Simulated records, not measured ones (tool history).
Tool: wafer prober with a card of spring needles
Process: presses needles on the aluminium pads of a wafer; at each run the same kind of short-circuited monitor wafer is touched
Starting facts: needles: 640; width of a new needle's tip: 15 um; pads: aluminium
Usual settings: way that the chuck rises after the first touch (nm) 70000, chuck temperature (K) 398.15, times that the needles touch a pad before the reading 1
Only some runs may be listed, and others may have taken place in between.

| run | hour | way that the chuck rises after the first touch (nm) | chuck temperature (K) | times that the needles touch a pad before the reading | resistance of one needle with its contact and lead (mohm) | way that a needle slides on the pad (nm) |
|---|---|---|---|---|---|---|
| 1 | 0.0 | 70000 | 398.15 | 1 | 299 | 16910 |
| 2 | 8.6 | 70000 | 398.15 | 1 | 320 | 16980 |
| 3 | 15.2 | 70000 | 398.15 | 1 | 331 | 16960 |
|  | 18.7 | tips cleaned on abrasive film |
| 4 | 22.8 | 70000 | 398.15 | 1 | 275 | 16930 |
| 5 | 27.5 | 70000 | 398.15 | 1 | 292 | 16930 |
| 6 | 32.4 | 70000 | 398.15 | 1 | 302 | 16940 |
| 7 | 38.2 | 70000 | 398.15 | 1 | 320 | 16960 |
| 8 | 43.3 | 70000 | 398.15 | 1 | 329 | 16890 |
|  | 44.7 | tips cleaned on abrasive film |
| 9 | 48.3 | 70000 | 398.15 | 1 | 277 | 16930 |
| 10 | 56.5 | 70000 | 367.15 | 1 | 307 | 16920 |
| 11 | 61.9 | 70000 | 367.15 | 1 | 308 | 16920 |
| 12 | 66.3 | 72000 | 398.15 | 1 | 326 | 17450 |
|  | 67.4 | height of the first contact set anew |
|  | 71.5 | tips cleaned on abrasive film |
| 13 | 74.7 | 72000 | 398.15 | 1 | 278 | 17400 |
| 14 | 83.6 | 72000 | 398.15 | 1 | 309 | 17330 |
| 15 | 87.6 | 72000 | 398.15 | 1 | 315 | 17380 |
| 16 | 95.7 | 72000 | 398.15 | 1 | 331 | 17350 |
|  | 97.5 | tips cleaned on abrasive film |
| 17 | 104.2 | 70000 | 310.15 | 1 | 269 | 16870 |
| 18 | 109.8 | 70000 | 310.15 | 1 | 298 | 16870 |
| 19 | 118.8 | 70000 | 310.15 | 1 | 316 | 16880 |
|  | 123.6 | tips cleaned on abrasive film |
|  | 124.6 | height of the first contact set anew, once more |
| 20 | 126.2 | 70000 | 310.15 | 1 | 249 | 17050 |
| 21 | 135.0 | 53000 | 398.15 | 2 | 308 | 12890 |
| 22 | 143.0 | 53000 | 398.15 | 2 | 330 | 12940 |
| 23 | 149.7 | 53000 | 398.15 | 2 | 338 | 12870 |
|  | 150.5 | tips cleaned on abrasive film |
| 24 | 155.3 | 53000 | 398.15 | 2 | 287 | 12920 |
| 25 | 164.3 | 86000 | 397.15 | 3 | 259 | 20890 |
| 26 | 171.6 | 86000 | 397.15 | 1 | 304 | 20910 |
|  | 176.6 | tips cleaned on abrasive film |
| 27 | 176.6 | 87000 | 299.15 | 3 | 223 | 21160 |
| 28 | 181.3 | 85000 | 346.15 | 2 | 248 | 20680 |
| 29 | 189.2 | 85000 | 364.15 | 2 | 264 | 20690 |
| 30 | 195.2 | 81000 | 302.15 | 3 | 248 | 19690 |
| 31 | 202.2 | 78000 | 348.15 | 2 | 276 | 19010 |
|  | 203.1 | tips cleaned on abrasive film |
| 32 | 209.6 | 78000 | 331.15 | 3 | 242 | 18970 |

Alternative continuations, all from the tool just after run 32; predict every row:
| A | 216.7 | 65000 | 317.15 | 3 | ? | ? |
| B | 216.7 | 63000 | 305.15 | 1 | ? | ? |
| C | 216.7 | 70000 | 331.15 | 3 | ? | ? |
| D | 216.7 | 70000 | 326.15 | 1 | ? | ? |
| E | 216.7 | 59000 | 398.15 | 1 | ? | ? |

| run | resistance of one needle with its contact and lead (mohm) | way that a needle slides on the pad (nm) |
|---|---|---|
| A | 260 | 15790 |
| B | 310 | 15300 |
| C | 255 | 17010 |
| D | 301 | 17010 |
| E | 332 | 14350 |
Had the tool no hidden state, the same runs would have come out as:
| run | resistance of one needle with its contact and lead (mohm) | way that a needle slides on the pad (nm) |
|---|---|---|
| A | 231 | 15820 |
| B | 226 | 15330 |
| C | 231 | 17040 |
| D | 232 | 17040 |
| E | 251 | 14380 |
